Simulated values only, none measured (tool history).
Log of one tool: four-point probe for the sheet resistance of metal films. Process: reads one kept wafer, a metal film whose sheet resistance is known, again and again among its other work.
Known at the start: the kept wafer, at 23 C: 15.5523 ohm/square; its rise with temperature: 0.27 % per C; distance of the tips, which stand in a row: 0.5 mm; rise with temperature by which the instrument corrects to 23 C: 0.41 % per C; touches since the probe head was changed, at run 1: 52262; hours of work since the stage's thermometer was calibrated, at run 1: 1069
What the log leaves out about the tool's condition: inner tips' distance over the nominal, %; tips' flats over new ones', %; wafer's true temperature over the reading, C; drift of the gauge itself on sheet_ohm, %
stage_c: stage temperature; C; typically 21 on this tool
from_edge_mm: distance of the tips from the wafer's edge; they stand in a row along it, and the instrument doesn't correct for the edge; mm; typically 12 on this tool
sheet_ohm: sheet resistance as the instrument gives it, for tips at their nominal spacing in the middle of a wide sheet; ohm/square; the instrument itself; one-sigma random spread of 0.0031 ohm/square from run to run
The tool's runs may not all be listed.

run,day,stage_c,from_edge_mm,touches since the probe head was changed,hours of work since the stage's thermometer was calibrated,sheet_ohm
1,0.000,21,12,52262,1069,15.620960
2,0.833,21,12,53392,1081,15.621293
3,1.779,21,12,54674,1096,15.626053
4,2.617,21,7,55814,1108,15.647575
5,3.521,21,7,57040,1122,15.652906
6,4.312,21,7,58111,1134,15.645267
7,4.958,21,6,58986,1144,15.660875
8,6.254,23,3,60744,1164,15.779216
9,6.871,23,3,61579,1173,15.780014
10,7.542,22,12,62494,1183,15.588583
11,8.850,28,4,64266,1203,15.566752
12,10.142,27,16,66016,1223,15.458809

Here are 5 independent what-if runs from the current tool condition. What would each one return?
# day 10.254: stage's thermometer calibrated
A,10.904,21,47,67026,10,?
# day 10.254: stage's thermometer calibrated
B,10.904,19,8,67026,10,?
# day 10.254: stage's thermometer calibrated
C,10.904,24,3,67026,10,?
# day 10.254: stage's thermometer calibrated
D,10.904,21,9,67026,10,?
# day 10.254: stage's thermometer calibrated
E,10.904,25,14,67026,10,?

run,sheet_ohm
A,15.582395
B,15.666856
C,15.745762
D,15.616457
E,15.498012
Without the tool's unlogged condition, the same runs would have read:
run,sheet_ohm
A,15.597174
B,15.681697
C,15.760698
D,15.631265
E,15.512739

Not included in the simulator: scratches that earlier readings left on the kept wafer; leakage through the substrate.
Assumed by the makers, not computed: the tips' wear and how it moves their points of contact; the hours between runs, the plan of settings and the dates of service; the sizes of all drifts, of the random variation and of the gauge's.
